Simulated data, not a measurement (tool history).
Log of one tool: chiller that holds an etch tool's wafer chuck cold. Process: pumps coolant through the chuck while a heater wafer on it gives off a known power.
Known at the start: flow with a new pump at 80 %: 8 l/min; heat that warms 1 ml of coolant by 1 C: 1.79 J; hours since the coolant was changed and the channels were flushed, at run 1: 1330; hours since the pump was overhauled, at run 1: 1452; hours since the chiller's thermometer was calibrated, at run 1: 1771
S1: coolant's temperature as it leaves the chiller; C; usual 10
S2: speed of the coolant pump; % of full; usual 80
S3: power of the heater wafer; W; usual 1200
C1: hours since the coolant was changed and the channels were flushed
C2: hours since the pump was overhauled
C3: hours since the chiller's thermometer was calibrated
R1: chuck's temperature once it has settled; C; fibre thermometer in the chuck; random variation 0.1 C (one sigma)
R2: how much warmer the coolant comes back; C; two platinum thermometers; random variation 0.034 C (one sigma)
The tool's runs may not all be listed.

run    hour  S1  S2    S3    C1    C2    C3    R1    R2
  1       0  10  80  1200  1330  1452  1771  21.4  5.04
  2    61.9  10  61  1200  1392  1514  1833  24.5  6.63
  3     142  19  80  1200  1472  1594  1913  30.5  5.02
  4   190.2  19  80  1200  1520  1642  1961  30.3  4.97
  5   251.7  19  63  1200  1582  1704  2022  33.2  6.41
  6   324.8  19  63  1200  1655  1777  2095  33.1  6.46
  7   371.9  19  63  1200  1702  1824  2143  33.1  6.42
  8   428.8  19  63  1200  1759  1881  2199  33.1  6.42
  9   517.1  19  63  1200  1847  1969  2288  32.9  6.39
 10   606.6  10  80  1200  1937  2058  2377  21.3  5.01
      682.4  -- chiller's thermometer calibrated
 11   697.5  10  80  1200  2027  2148    15  21.4  4.93
 12   750.6  10  80  1200  2080  2201    68  21.4  5.04
 13   811.6  10  80  1200  2141  2262   129  21.2  5.03
 14   911.4  10  80  1200  2240  2362   229  21.4  5.05
 15  1006.3  10  80  1200  2335  2457   324  21.4  5.04
 16  1050.9  10  80   625  2380  2502   368    16  2.68
 17  1141.9   9  80  1566  2471  2593   459  23.6  6.57
 18  1228.5   5  67  1073  2558  2679   546    17  5.38
 19  1297.7   5  67  1073  2627  2748   615    17   5.4
 20  1359.1  16  70  1200  2688  2810   677  28.7   5.8
 21  1447.7   9  80  1200  2777  2898   765  20.4     5
 22  1547.1  15  68   745  2876  2998   865  23.2  3.68
 23  1623.2  15  68   745  2952  3074   941  23.2  3.69
 24    1679  20  68   745  3008  3130   997  28.2  3.72
 25  1759.2  20  68   745  3088  3210  1077  28.3  3.67
 26  1856.9  20  68   745  3186  3308  1175  28.3  3.72
 27  1918.3  20  68   745  3247  3369  1236  28.2  3.69
 28  2017.1  20  68   812  3346  3468  1335  28.8  4.01
 29  2076.1  18  94   730  3405  3527  1394  23.9   2.6
 30  2136.3   6  80  1562  3465  3587  1454  20.8  6.53
 31  2177.7  10  80   802  3507  3628  1495  17.5  3.32

Forecast each of these 5 alternatives for the next run:
  A  2238.7  12  99  1437  3568  3689  1556   ?   ?
  B  2238.7   9  99   848  3568  3689  1556   ?   ?
  C  2238.7   2  75  1100  3568  3689  1556   ?   ?
  D  2238.7  10  80  1779  3568  3689  1556   ?   ?
  E  2238.7   4  99  1550  3568  3689  1556   ?   ?

run    R1    R2
  A  23.3  4.86
  B  15.5  2.86
  C  12.8  4.89
  D  26.8   7.5
  E  16.1  5.24
Without the tool's hidden state the same runs would have given:
run    R1    R2
  A  23.2  4.86
  B  15.5  2.86
  C  12.8  4.89
  D  26.8  7.49
  E  16.1  5.24

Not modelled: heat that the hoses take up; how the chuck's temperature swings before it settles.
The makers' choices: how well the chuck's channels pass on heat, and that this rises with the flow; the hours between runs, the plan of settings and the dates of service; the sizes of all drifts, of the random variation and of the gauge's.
